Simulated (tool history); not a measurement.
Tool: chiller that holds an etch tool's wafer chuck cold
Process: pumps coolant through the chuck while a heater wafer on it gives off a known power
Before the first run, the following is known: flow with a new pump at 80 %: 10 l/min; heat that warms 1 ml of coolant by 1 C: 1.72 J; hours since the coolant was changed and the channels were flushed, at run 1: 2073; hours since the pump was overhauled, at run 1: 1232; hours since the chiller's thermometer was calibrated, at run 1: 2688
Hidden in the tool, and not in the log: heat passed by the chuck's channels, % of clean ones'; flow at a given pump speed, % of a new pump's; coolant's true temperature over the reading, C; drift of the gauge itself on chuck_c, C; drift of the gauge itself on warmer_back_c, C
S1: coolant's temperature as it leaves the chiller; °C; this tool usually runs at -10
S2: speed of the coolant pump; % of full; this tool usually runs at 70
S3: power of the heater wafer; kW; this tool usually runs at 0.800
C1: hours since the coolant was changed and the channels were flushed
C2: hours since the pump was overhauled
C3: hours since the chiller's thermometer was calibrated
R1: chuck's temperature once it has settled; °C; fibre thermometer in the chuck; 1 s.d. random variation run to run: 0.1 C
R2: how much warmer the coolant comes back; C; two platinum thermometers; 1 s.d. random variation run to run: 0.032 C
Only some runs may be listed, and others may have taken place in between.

run	hour	S1	S2	S3	C1	C2	C3	R1	R2
1	0.0	-10	70	0.800	2073	1232	2688	-0.1	3.21
2	86.7	-10	70	0.800	2160	1319	2775	0.0	3.26
3	166.0	-10	70	0.676	2239	1398	2854	-1.7	2.69
4	237.1	-3	70	0.800	2310	1469	2925	6.9	3.22
5	328.1	-10	86	0.800	2401	1560	3016	-1.3	2.49
6	407.3	-10	86	0.800	2480	1639	3096	-1.2	2.48
7	472.2	-10	86	0.800	2545	1704	3160	-1.4	2.47
8	561.2	-10	86	0.800	2634	1793	3249	-1.4	2.39
9	637.2	-10	86	0.800	2710	1869	3325	-1.5	2.39
10	703.3	-10	97	0.800	2776	1935	3392	-1.9	2.07
11	761.6	-10	83	0.800	2835	1994	3450	-1.1	2.48
12	833.0	-10	83	0.800	2906	2065	3521	-1.2	2.50
13	920.6	-10	83	0.800	2994	2153	3609	-1.3	2.45
14	1001.9	-10	83	0.800	3075	2234	3690	-1.1	2.48
15	1066.9	-10	70	0.800	3140	2299	3755	0.2	2.94
16	1132.3	-10	70	0.800	3205	2364	3821	-0.2	2.94
17	1178.8	-15	83	0.994	3252	2411	3867	-3.9	3.10
18	1223.5	-7	83	1.103	3297	2456	3912	5.2	3.40
19	1306.2	-2	94	1.033	3379	2538	3994	8.5	2.70
20	1384.3	-2	94	1.033	3457	2616	4073	8.5	2.68
21	1427.8	-13	94	1.033	3501	2660	4116	-2.3	2.66
22	1494.5	-10	79	0.420	3568	2727	4183	-5.3	1.09
# hour 1509.8: gauge calibrated
23	1541.9	-10	70	1.005	3615	2774	4230	2.5	4.05
24	1620.8	-10	98	1.005	3694	2853	4309	0.1	2.80
25	1690.0	-10	98	1.005	3763	2922	4378	0.0	2.79
26	1729.1	-16	70	0.552	3802	2961	4417	-9.1	2.15
27	1799.6	-15	71	0.800	3873	3032	4488	-5.2	3.16
28	1866.7	-19	70	0.450	3940	3099	4555	-13.4	1.75
29	1922.2	-19	70	0.651	3995	3154	4610	-11.0	2.59
30	2000.8	-19	70	0.651	4074	3233	4689	-10.9	2.52
31	2040.4	-3	93	0.619	4113	3272	4729	3.3	1.69

Below are 3 alternative next runs, each starting from the tool's condition after run 31. Predict each:
A	2099.4	-10	70	0.698	4172	3331	4788	?	?
B	2099.4	-2	62	0.587	4172	3331	4788	?	?
C	2099.4	-5	65	0.619	4172	3331	4788	?	?

run	R1	R2
A	-1.3	2.68
B	5.8	2.58
C	3.3	2.55
With no hidden state in the tool, these same runs would have given:
run	R1	R2
A	-1.3	2.82
B	5.8	2.72
C	3.3	2.69
